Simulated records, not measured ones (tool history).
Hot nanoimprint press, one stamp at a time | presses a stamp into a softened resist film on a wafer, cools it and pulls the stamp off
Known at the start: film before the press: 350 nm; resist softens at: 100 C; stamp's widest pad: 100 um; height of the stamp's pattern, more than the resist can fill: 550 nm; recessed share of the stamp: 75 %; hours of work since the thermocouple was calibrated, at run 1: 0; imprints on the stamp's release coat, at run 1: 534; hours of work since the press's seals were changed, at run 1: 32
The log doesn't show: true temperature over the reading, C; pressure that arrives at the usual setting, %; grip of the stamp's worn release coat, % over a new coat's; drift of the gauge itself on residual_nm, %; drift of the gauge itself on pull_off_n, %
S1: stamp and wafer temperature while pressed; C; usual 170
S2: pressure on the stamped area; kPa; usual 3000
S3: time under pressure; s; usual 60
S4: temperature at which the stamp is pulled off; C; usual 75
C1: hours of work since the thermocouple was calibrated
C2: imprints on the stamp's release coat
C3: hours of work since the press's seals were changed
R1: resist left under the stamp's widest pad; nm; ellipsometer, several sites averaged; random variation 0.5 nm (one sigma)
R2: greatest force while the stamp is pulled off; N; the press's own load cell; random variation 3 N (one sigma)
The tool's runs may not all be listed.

{"run": 1, "day": 0.0, "S1": 170, "S2": 3000, "S3": 60, "S4": 75, "C1": 0, "C2": 534, "C3": 32, "R1": 174.7, "R2": 182}
{"run": 2, "day": 2.112, "S1": 170, "S2": 3000, "S3": 60, "S4": 75, "C1": 25, "C2": 723, "C3": 56, "R1": 175.3, "R2": 196}
{"run": 3, "day": 3.692, "S1": 170, "S2": 3000, "S3": 60, "S4": 75, "C1": 43, "C2": 865, "C3": 75, "R1": 175, "R2": 204}
{"run": 4, "day": 4.838, "S1": 170, "S2": 3000, "S3": 60, "S4": 75, "C1": 57, "C2": 968, "C3": 88, "R1": 175.6, "R2": 209}
{"run": 5, "day": 5.979, "S1": 170, "S2": 3000, "S3": 34, "S4": 75, "C1": 70, "C2": 1070, "C3": 102, "R1": 212.7, "R2": 209}
{"day": 6.388, "done": "stamp cleaned and given a new release coat"}
{"run": 6, "day": 8.188, "S1": 170, "S2": 3000, "S3": 39, "S4": 75, "C1": 93, "C2": 161, "C3": 125, "R1": 203.5, "R2": 154}
{"run": 7, "day": 10.483, "S1": 170, "S2": 3000, "S3": 39, "S4": 75, "C1": 120, "C2": 367, "C3": 152, "R1": 205.7, "R2": 162}
{"run": 8, "day": 11.954, "S1": 170, "S2": 3000, "S3": 39, "S4": 75, "C1": 137, "C2": 499, "C3": 169, "R1": 206.5, "R2": 176}
{"run": 9, "day": 14.333, "S1": 170, "S2": 3000, "S3": 60, "S4": 75, "C1": 165, "C2": 712, "C3": 197, "R1": 178.7, "R2": 184}
{"run": 10, "day": 15.438, "S1": 170, "S2": 3000, "S3": 60, "S4": 75, "C1": 178, "C2": 811, "C3": 210, "R1": 179.4, "R2": 193}
{"run": 11, "day": 16.504, "S1": 170, "S2": 3000, "S3": 60, "S4": 75, "C1": 191, "C2": 907, "C3": 222, "R1": 180.1, "R2": 196}
{"day": 18.729, "done": "stamp cleaned and given a new release coat"}
{"run": 12, "day": 19.046, "S1": 170, "S2": 3000, "S3": 60, "S4": 75, "C1": 218, "C2": 29, "C3": 249, "R1": 180.2, "R2": 148}
{"run": 13, "day": 20.962, "S1": 170, "S2": 3000, "S3": 104, "S4": 75, "C1": 240, "C2": 201, "C3": 272, "R1": 147.8, "R2": 162}
{"run": 14, "day": 23.158, "S1": 170, "S2": 3000, "S3": 104, "S4": 75, "C1": 266, "C2": 398, "C3": 298, "R1": 148.3, "R2": 169}
{"run": 15, "day": 25.104, "S1": 170, "S2": 4270, "S3": 41, "S4": 71, "C1": 289, "C2": 572, "C3": 320, "R1": 180.9, "R2": 201}
{"run": 16, "day": 27.25, "S1": 171, "S2": 2990, "S3": 60, "S4": 75, "C1": 314, "C2": 765, "C3": 346, "R1": 174.2, "R2": 192}
{"run": 17, "day": 29.429, "S1": 170, "S2": 2850, "S3": 60, "S4": 75, "C1": 340, "C2": 960, "C3": 371, "R1": 188.4, "R2": 202}
{"day": 30.962, "done": "stamp cleaned and given a new release coat"}
{"run": 18, "day": 31.658, "S1": 163, "S2": 2900, "S3": 84, "S4": 81, "C1": 363, "C2": 63, "C3": 394, "R1": 233.4, "R2": 131}
{"day": 32.1, "done": "plate thermocouple calibrated"}
{"run": 19, "day": 33.217, "S1": 163, "S2": 2900, "S3": 84, "S4": 81, "C1": 13, "C2": 191, "C3": 411, "R1": 224.1, "R2": 132}
{"run": 20, "day": 35.517, "S1": 170, "S2": 3000, "S3": 60, "S4": 80, "C1": 40, "C2": 398, "C3": 438, "R1": 176.3, "R2": 146}
{"run": 21, "day": 37.646, "S1": 177, "S2": 3640, "S3": 30, "S4": 75, "C1": 65, "C2": 589, "C3": 463, "R1": 150.7, "R2": 188}
{"run": 22, "day": 38.917, "S1": 177, "S2": 3640, "S3": 30, "S4": 75, "C1": 80, "C2": 703, "C3": 478, "R1": 150, "R2": 183}
{"run": 23, "day": 40.642, "S1": 170, "S2": 3170, "S3": 67, "S4": 75, "C1": 100, "C2": 857, "C3": 498, "R1": 166.9, "R2": 199}

Forecast each of these 4 alternatives for the next run:
{"run": "A", "day": 42.192, "S1": 164, "S2": 3170, "S3": 67, "S4": 75, "C1": 118, "C2": 996, "C3": 516, "R1": "?", "R2": "?"}
{"run": "B", "day": 42.192, "S1": 172, "S2": 2470, "S3": 60, "S4": 75, "C1": 118, "C2": 996, "C3": 516, "R1": "?", "R2": "?"}
{"run": "C", "day": 42.192, "S1": 160, "S2": 3170, "S3": 67, "S4": 75, "C1": 118, "C2": 996, "C3": 516, "R1": "?", "R2": "?"}
{"run": "D", "day": 42.192, "S1": 177, "S2": 4380, "S3": 67, "S4": 82, "C1": 118, "C2": 996, "C3": 516, "R1": "?", "R2": "?"}

run=A R1=223.5 R2=205
run=B R1=176.4 R2=211
run=C R1=261.3 R2=213
run=D R1=99.9 R2=173
Without the tool's hidden state the same runs would have given:
run=A R1=218.6 R2=140
run=B R1=172.3 R2=144
run=C R1=256.8 R2=145
run=D R1=96.6 R2=118
